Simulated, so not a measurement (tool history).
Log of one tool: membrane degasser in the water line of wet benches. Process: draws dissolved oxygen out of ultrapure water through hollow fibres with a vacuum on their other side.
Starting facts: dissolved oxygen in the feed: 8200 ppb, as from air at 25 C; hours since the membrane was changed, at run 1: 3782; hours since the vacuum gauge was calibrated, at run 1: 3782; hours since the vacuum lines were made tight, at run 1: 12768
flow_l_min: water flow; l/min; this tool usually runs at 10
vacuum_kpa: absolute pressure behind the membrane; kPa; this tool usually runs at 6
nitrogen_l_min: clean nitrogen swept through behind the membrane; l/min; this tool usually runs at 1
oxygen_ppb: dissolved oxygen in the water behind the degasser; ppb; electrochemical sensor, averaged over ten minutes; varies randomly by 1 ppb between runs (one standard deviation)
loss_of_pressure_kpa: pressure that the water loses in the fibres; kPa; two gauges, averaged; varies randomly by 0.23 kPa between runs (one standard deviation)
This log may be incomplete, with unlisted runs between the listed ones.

run    hour  flow_l_min  vacuum_kpa  nitrogen_l_min  hours since the membrane was changed  hours since the vacuum gauge was calibrated  hours since the vacuum lines were made tight  oxygen_ppb  loss_of_pressure_kpa
  1       0          10           6               1                                  3782                                         3782                                         12768       101.8                 58.58
  2   155.3          10           6               1                                  3937                                         3937                                         12923       100.1                 58.42
  3     237          14           6               1                                  4019                                         4019                                         13005       153.2                 81.16
  4   341.7          14           6            2.53                                  4123                                         4123                                         13109        97.2                 81.32
  5   500.9          14           6            2.53                                  4283                                         4283                                         13268        99.1                 82.03
  6     638          14           6            2.53                                  4420                                         4420                                         13406          98                 81.75
  7   792.1          14           6            2.53                                  4574                                         4574                                         13560        99.1                 81.54
  8   890.2          14           6            2.53                                  4672                                         4672                                         13658        98.6                 82.58
  9   980.7          14           6            2.53                                  4762                                         4762                                         13748        99.5                 82.15
 10  1112.7          14           6            2.53                                  4894                                         4894                                         13880       101.6                 82.32
 11  1193.2          10           6               1                                  4975                                         4975                                         13961       103.5                 58.84
 12  1301.8          10           6               1                                  5083                                         5083                                         14069       104.6                 58.72
 13  1419.3          10           6            0.59                                  5201                                         5201                                         14187         146                 58.68
 14  1492.4          10           6            0.59                                  5274                                         5274                                         14260       145.9                 58.38
 15  1564.8          10           6            2.66                                  5347                                         5347                                         14332        63.2                 58.43
 16  1635.2          10           6            2.66                                  5417                                         5417                                         14403        62.1                 58.72
     1704.3  -- seals of the vacuum lines changed
 17    1764          10       11.39            0.53                                  5544                                         5544                                            60       369.9                 58.91
 18  1881.4          14       10.72             0.7                                  5661                                         5661                                           177         383                 82.28
 19  1981.6          14       10.72             0.7                                  5761                                         5761                                           277       390.6                 82.24
 20  2122.4          12       13.06               1                                  5902                                         5902                                           418       318.6                 70.67
 21  2198.5           6        5.63            0.51                                  5978                                         5978                                           494        83.9                 35.52
 22  2324.1          10         6.5            0.62                                  6104                                         6104                                           620       161.1                 58.78
 23  2479.3          10        4.93            1.12                                  6259                                         6259                                           775        73.7                 59.02
 24    2603          10        4.93            1.12                                  6383                                         6383                                           899        73.4                 59.06
 25  2717.9          10        4.93            1.12                                  6498                                         6498                                          1014        74.6                 58.96
 26  2802.4           6           6            1.37                                  6582                                         6582                                          1098        45.1                 35.54
 27  2936.2          12        12.2            0.66                                  6716                                         6716                                          1232       410.1                 71.26
 28  3076.8          12        12.2            0.66                                  6856                                         6856                                          1372         403                 71.23
 29  3215.6          12        12.2            0.66                                  6995                                         6995                                          1511       404.7                 71.17
 30  3359.3          10        6.45            1.71                                  7139                                         7139                                          1655        84.3                 59.34
 31  3499.1          10        6.45            1.71                                  7279                                         7279                                          1795        83.4                 59.15
 32  3597.1          10           6            0.65                                  7377                                         7377                                          1893       139.7                 59.29

Describe how what the log doesn't record of the tool's condition differs between the last listed run preceding each entry between runs and the first listed run following it.
Between runs 16 and 17: seals of the vacuum lines changed (hour 1704.3)
  air that leaks in behind the membrane, l/min: 0.0091 -> 0.003
  measured less the result without the state, oxygen_ppb: +5.9 -> +10.1 ppb; loss_of_pressure_kpa: +1.29 -> +1.33 kPa

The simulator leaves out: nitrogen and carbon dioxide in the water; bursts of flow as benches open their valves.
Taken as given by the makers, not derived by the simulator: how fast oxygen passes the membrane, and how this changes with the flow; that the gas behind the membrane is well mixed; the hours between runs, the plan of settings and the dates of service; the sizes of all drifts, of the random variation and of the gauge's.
